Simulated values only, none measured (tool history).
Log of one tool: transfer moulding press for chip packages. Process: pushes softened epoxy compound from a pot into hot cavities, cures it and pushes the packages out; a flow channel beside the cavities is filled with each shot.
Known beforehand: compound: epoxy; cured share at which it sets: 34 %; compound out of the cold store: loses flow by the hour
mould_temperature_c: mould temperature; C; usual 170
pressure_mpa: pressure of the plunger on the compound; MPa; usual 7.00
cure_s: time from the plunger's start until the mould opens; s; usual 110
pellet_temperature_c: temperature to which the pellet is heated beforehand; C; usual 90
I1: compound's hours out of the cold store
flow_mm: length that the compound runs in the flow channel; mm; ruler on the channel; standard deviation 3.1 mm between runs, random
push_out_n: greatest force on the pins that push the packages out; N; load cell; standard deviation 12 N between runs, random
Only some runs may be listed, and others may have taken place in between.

{"run": 1, "hour": 0.0, "mould_temperature_c": 170, "pressure_mpa": 7.0, "cure_s": 110, "pellet_temperature_c": 90, "I1": 21.1, "flow_mm": 870, "push_out_n": 723}
{"hour": 21.3, "done": "plunger's sealing rings changed"}
{"hour": 35.1, "done": "cavities cleaned with cleaning compound and waxed"}
{"run": 2, "hour": 60.5, "mould_temperature_c": 170, "pressure_mpa": 6.82, "cure_s": 110, "pellet_temperature_c": 90, "I1": 19.2, "flow_mm": 901, "push_out_n": 810}
{"run": 3, "hour": 117.1, "mould_temperature_c": 170, "pressure_mpa": 7.61, "cure_s": 110, "pellet_temperature_c": 90, "I1": 26.8, "flow_mm": 898, "push_out_n": 805}
{"hour": 122.3, "done": "cavities cleaned with cleaning compound and waxed"}
{"run": 4, "hour": 176.5, "mould_temperature_c": 170, "pressure_mpa": 7.61, "cure_s": 110, "pellet_temperature_c": 90, "I1": 40.2, "flow_mm": 821, "push_out_n": 663}
{"hour": 207.6, "done": "cavities cleaned with cleaning compound and waxed"}
{"run": 5, "hour": 226.7, "mould_temperature_c": 170, "pressure_mpa": 7.61, "cure_s": 110, "pellet_temperature_c": 90, "I1": 13.3, "flow_mm": 959, "push_out_n": 629}
{"run": 6, "hour": 268.0, "mould_temperature_c": 170, "pressure_mpa": 7.61, "cure_s": 110, "pellet_temperature_c": 90, "I1": 42.5, "flow_mm": 793, "push_out_n": 712}
{"hour": 292.1, "done": "cavities cleaned with cleaning compound and waxed"}
{"hour": 311.9, "done": "plunger's sealing rings changed"}
{"run": 7, "hour": 311.9, "mould_temperature_c": 170, "pressure_mpa": 7.61, "cure_s": 110, "pellet_temperature_c": 90, "I1": 43.4, "flow_mm": 819, "push_out_n": 600}
{"hour": 360.6, "done": "cavities cleaned with cleaning compound and waxed, once more"}
{"run": 8, "hour": 363.9, "mould_temperature_c": 170, "pressure_mpa": 7.61, "cure_s": 110, "pellet_temperature_c": 90, "I1": 39.1, "flow_mm": 840, "push_out_n": 569}
{"run": 9, "hour": 402.1, "mould_temperature_c": 170, "pressure_mpa": 8.15, "cure_s": 110, "pellet_temperature_c": 90, "I1": 43.9, "flow_mm": 839, "push_out_n": 664}
{"hour": 445.4, "done": "cavities cleaned with cleaning compound and waxed"}
{"run": 10, "hour": 458.3, "mould_temperature_c": 170, "pressure_mpa": 8.15, "cure_s": 135, "pellet_temperature_c": 90, "I1": 29.8, "flow_mm": 903, "push_out_n": 504}
{"run": 11, "hour": 486.0, "mould_temperature_c": 170, "pressure_mpa": 8.15, "cure_s": 135, "pellet_temperature_c": 90, "I1": 35.7, "flow_mm": 869, "push_out_n": 554}
{"hour": 530.9, "done": "cavities cleaned with cleaning compound and waxed"}
{"run": 12, "hour": 547.3, "mould_temperature_c": 170, "pressure_mpa": 8.15, "cure_s": 135, "pellet_temperature_c": 90, "I1": 28.4, "flow_mm": 903, "push_out_n": 511}
{"hour": 594.5, "done": "mould's thermocouples calibrated"}
{"run": 13, "hour": 597.3, "mould_temperature_c": 170, "pressure_mpa": 7.96, "cure_s": 135, "pellet_temperature_c": 90, "I1": 22.1, "flow_mm": 913, "push_out_n": 606}
{"hour": 602.9, "done": "plunger's sealing rings changed"}
{"hour": 621.3, "done": "cavities cleaned with cleaning compound and waxed"}
{"run": 14, "hour": 663.4, "mould_temperature_c": 170, "pressure_mpa": 7.96, "cure_s": 135, "pellet_temperature_c": 90, "I1": 28.0, "flow_mm": 919, "push_out_n": 576}
{"hour": 707.4, "done": "cavities cleaned with cleaning compound and waxed"}
{"run": 15, "hour": 719.4, "mould_temperature_c": 167, "pressure_mpa": 7.96, "cure_s": 136, "pellet_temperature_c": 84, "I1": 26.9, "flow_mm": 930, "push_out_n": 519}
{"run": 16, "hour": 754.1, "mould_temperature_c": 165, "pressure_mpa": 5.57, "cure_s": 108, "pellet_temperature_c": 93, "I1": 26.8, "flow_mm": 783, "push_out_n": 935}
{"hour": 792.0, "done": "cavities cleaned with cleaning compound and waxed"}
{"run": 17, "hour": 796.2, "mould_temperature_c": 173, "pressure_mpa": 7.87, "cure_s": 108, "pellet_temperature_c": 88, "I1": 26.0, "flow_mm": 888, "push_out_n": 522}
{"run": 18, "hour": 842.3, "mould_temperature_c": 170, "pressure_mpa": 5.38, "cure_s": 116, "pellet_temperature_c": 90, "I1": 14.1, "flow_mm": 792, "push_out_n": 658}
{"hour": 878.0, "done": "cavities cleaned with cleaning compound and waxed"}
{"hour": 893.6, "done": "plunger's sealing rings changed"}
{"run": 19, "hour": 901.2, "mould_temperature_c": 173, "pressure_mpa": 8.7, "cure_s": 100, "pellet_temperature_c": 90, "I1": 30.8, "flow_mm": 926, "push_out_n": 598}
{"run": 20, "hour": 936.2, "mould_temperature_c": 175, "pressure_mpa": 6.45, "cure_s": 139, "pellet_temperature_c": 85, "I1": 17.8, "flow_mm": 856, "push_out_n": 541}
{"hour": 969.2, "done": "cavities cleaned with cleaning compound and waxed"}
{"run": 21, "hour": 999.5, "mould_temperature_c": 175, "pressure_mpa": 6.16, "cure_s": 144, "pellet_temperature_c": 87, "I1": 18.3, "flow_mm": 826, "push_out_n": 514}
{"run": 22, "hour": 1031.6, "mould_temperature_c": 175, "pressure_mpa": 6.16, "cure_s": 144, "pellet_temperature_c": 87, "I1": 38.7, "flow_mm": 726, "push_out_n": 594}
{"hour": 1055.4, "done": "cavities cleaned with cleaning compound and waxed"}
{"run": 23, "hour": 1087.1, "mould_temperature_c": 173, "pressure_mpa": 6.58, "cure_s": 144, "pellet_temperature_c": 89, "I1": 45.5, "flow_mm": 724, "push_out_n": 521}
{"run": 24, "hour": 1125.8, "mould_temperature_c": 173, "pressure_mpa": 6.58, "cure_s": 144, "pellet_temperature_c": 89, "I1": 32.6, "flow_mm": 777, "push_out_n": 599}
{"hour": 1143.8, "done": "cavities cleaned with cleaning compound and waxed"}
{"run": 25, "hour": 1173.6, "mould_temperature_c": 164, "pressure_mpa": 7.0, "cure_s": 110, "pellet_temperature_c": 90, "I1": 47.1, "flow_mm": 764, "push_out_n": 902}
{"hour": 1180.4, "done": "plunger's sealing rings changed"}
{"run": 26, "hour": 1215.9, "mould_temperature_c": 170, "pressure_mpa": 7.98, "cure_s": 128, "pellet_temperature_c": 90, "I1": 8.9, "flow_mm": 1036, "push_out_n": 637}

Each row is a separate what-if for the run after 26, all from the same tool condition, not one after another. Results?
{"hour": 1235.7, "done": "cavities cleaned with cleaning compound and waxed"}
{"run": "A", "hour": 1280.0, "mould_temperature_c": 168, "pressure_mpa": 5.81, "cure_s": 128, "pellet_temperature_c": 99, "I1": 39.0, "flow_mm": "?", "push_out_n": "?"}
{"hour": 1235.7, "done": "cavities cleaned with cleaning compound and waxed"}
{"run": "B", "hour": 1280.0, "mould_temperature_c": 170, "pressure_mpa": 7.98, "cure_s": 133, "pellet_temperature_c": 90, "I1": 36.3, "flow_mm": "?", "push_out_n": "?"}
{"hour": 1235.7, "done": "cavities cleaned with cleaning compound and waxed"}
{"run": "C", "hour": 1280.0, "mould_temperature_c": 170, "pressure_mpa": 8.31, "cure_s": 110, "pellet_temperature_c": 87, "I1": 38.2, "flow_mm": "?", "push_out_n": "?"}
{"hour": 1235.7, "done": "cavities cleaned with cleaning compound and waxed"}
{"run": "D", "hour": 1280.0, "mould_temperature_c": 164, "pressure_mpa": 7.98, "cure_s": 128, "pellet_temperature_c": 92, "I1": 46.1, "flow_mm": "?", "push_out_n": "?"}

run=A flow_mm=733 push_out_n=613
run=B flow_mm=862 push_out_n=567
run=C flow_mm=868 push_out_n=680
run=D flow_mm=842 push_out_n=758
Without the tool's hidden state the same runs would have given:
run=A flow_mm=742 push_out_n=480
run=B flow_mm=873 push_out_n=447
run=C flow_mm=879 push_out_n=527
run=D flow_mm=853 push_out_n=583
